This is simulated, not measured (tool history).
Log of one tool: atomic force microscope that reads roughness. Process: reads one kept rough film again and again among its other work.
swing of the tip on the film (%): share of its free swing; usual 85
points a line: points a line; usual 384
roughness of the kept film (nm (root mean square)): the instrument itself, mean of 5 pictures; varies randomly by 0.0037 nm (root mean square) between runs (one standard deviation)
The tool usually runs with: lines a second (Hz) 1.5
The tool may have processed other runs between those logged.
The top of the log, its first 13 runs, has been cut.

| run | hour | lines a second (Hz) | swing of the tip on the film (%) | points a line | pictures with this tip | hours of work since the height scale was calibrated | roughness of the kept film (nm (root mean square)) |
|---|---|---|---|---|---|---|---|
| 14 | 127 | 1.5 | 85 | 384 | 83 | 80 | 0.44 |
| 15 | 138.5 | 1.5 | 85 | 286 | 93 | 85 | 0.437 |
| 16 | 147.2 | 1.5 | 85 | 286 | 100 | 88 | 0.441 |
| 17 | 161.2 | 0.58 | 90 | 384 | 112 | 94 | 0.467 |
| 18 | 169.8 | 0.58 | 63 | 384 | 120 | 98 | 0.496 |
| 19 | 178.5 | 1.51 | 80 | 424 | 127 | 102 | 0.448 |
| 20 | 189.2 | 0.78 | 89 | 405 | 136 | 106 | 0.458 |
| 21 | 198.4 | 0.78 | 89 | 405 | 144 | 110 | 0.457 |
| 22 | 204.9 | 0.78 | 64 | 270 | 150 | 113 | 0.485 |
| 23 | 217.9 | 1.5 | 73 | 384 | 161 | 118 | 0.467 |
| 24 | 225.4 | 2.28 | 85 | 348 | 167 | 121 | 0.406 |
| 25 | 232.4 | 2.28 | 85 | 348 | 173 | 124 | 0.407 |
| 26 | 239.8 | 2.26 | 61 | 775 | 179 | 127 | 0.469 |
| 27 | 246.8 | 2.26 | 61 | 775 | 185 | 130 | 0.477 |
| 28 | 258.8 | 0.93 | 61 | 885 | 195 | 135 | 0.484 |
| 29 | 266.2 | 0.75 | 84 | 773 | 202 | 138 | 0.471 |
| 30 | 277 | 1.5 | 87 | 765 | 211 | 143 | 0.423 |
|  | 278.2 | new tip fitted |
| 31 | 286.7 | 3.62 | 70 | 340 | 7 | 147 | 0.441 |

What if the next run were any one of these 3? Each begins from the tool's condition after run 31:
| A | 297.2 | 0.81 | 56 | 340 | 16 | 151 | ? |
| B | 297.2 | 3.62 | 70 | 656 | 16 | 151 | ? |
| C | 297.2 | 1.5 | 89 | 385 | 16 | 151 | ? |

| run | roughness of the kept film (nm (root mean square)) |
|---|---|
| A | 0.509 |
| B | 0.441 |
| C | 0.438 |
What these runs would have given with no unlogged condition in the tool:
| run | roughness of the kept film (nm (root mean square)) |
|---|---|
| A | 0.512 |
| B | 0.444 |
| C | 0.441 |
